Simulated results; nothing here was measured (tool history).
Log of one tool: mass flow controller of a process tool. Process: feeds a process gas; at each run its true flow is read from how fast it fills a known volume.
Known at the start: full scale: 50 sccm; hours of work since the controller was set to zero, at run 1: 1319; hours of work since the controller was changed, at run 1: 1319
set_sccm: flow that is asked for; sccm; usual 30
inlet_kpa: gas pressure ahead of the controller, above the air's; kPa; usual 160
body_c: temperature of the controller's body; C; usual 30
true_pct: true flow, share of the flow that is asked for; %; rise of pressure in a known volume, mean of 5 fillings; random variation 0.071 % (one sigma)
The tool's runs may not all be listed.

run,hour,set_sccm,inlet_kpa,body_c,hours of work since the controller was set to zero,hours of work since the controller was changed,true_pct
1,0,30,160,30,1319,1319,100.82
2,222.4,40,160,30,1461,1461,101.19
3,468.6,22,160,30,1617,1617,100.61
4,702.2,22,160,30,1766,1766,100.94
5,941.8,22,160,30,1918,1918,101.1
6,1108.1,22,160,30,2024,2024,101.08
7,1334.6,22,160,30,2168,2168,101.29
8,1467,13,160,30,2252,2252,101.23
9,1619.7,13,160,30,2350,2350,101.23
10,1759.8,13,160,30,2439,2439,101.22
11,1991.9,6,160,25,2586,2586,101.39
12,2176,39,160,36,2704,2704,102.58
13,2330.6,16,160,30,2802,2802,101.65
14,2477.7,7,213,23,2896,2896,101.51
15,2668.9,49,245,31,3017,3017,103.03
16,2813.1,49,245,31,3109,3109,103.12

Hidden state or all else? Some run-to-run changes of true_pct, split into what the settings, what came in and random variation would give without the hidden state, and what is left for the hidden state (with any gauge scatter that isn't in both results):
The hidden state here: flow at rest that the sensor doesn't see, % of full scale; true flow over the shown one, %; drift of the gauge itself on true_pct, %.
Run 11 -> 12: set_sccm 6 -> 39, body_c 25 -> 36. true_pct +1.19 %: hidden state -0.99, all else +2.18.
Run 14 -> 15: set_sccm 7 -> 49, inlet_kpa 213 -> 245, body_c 23 -> 31. true_pct +1.52 %: hidden state -0.93, all else +2.45.

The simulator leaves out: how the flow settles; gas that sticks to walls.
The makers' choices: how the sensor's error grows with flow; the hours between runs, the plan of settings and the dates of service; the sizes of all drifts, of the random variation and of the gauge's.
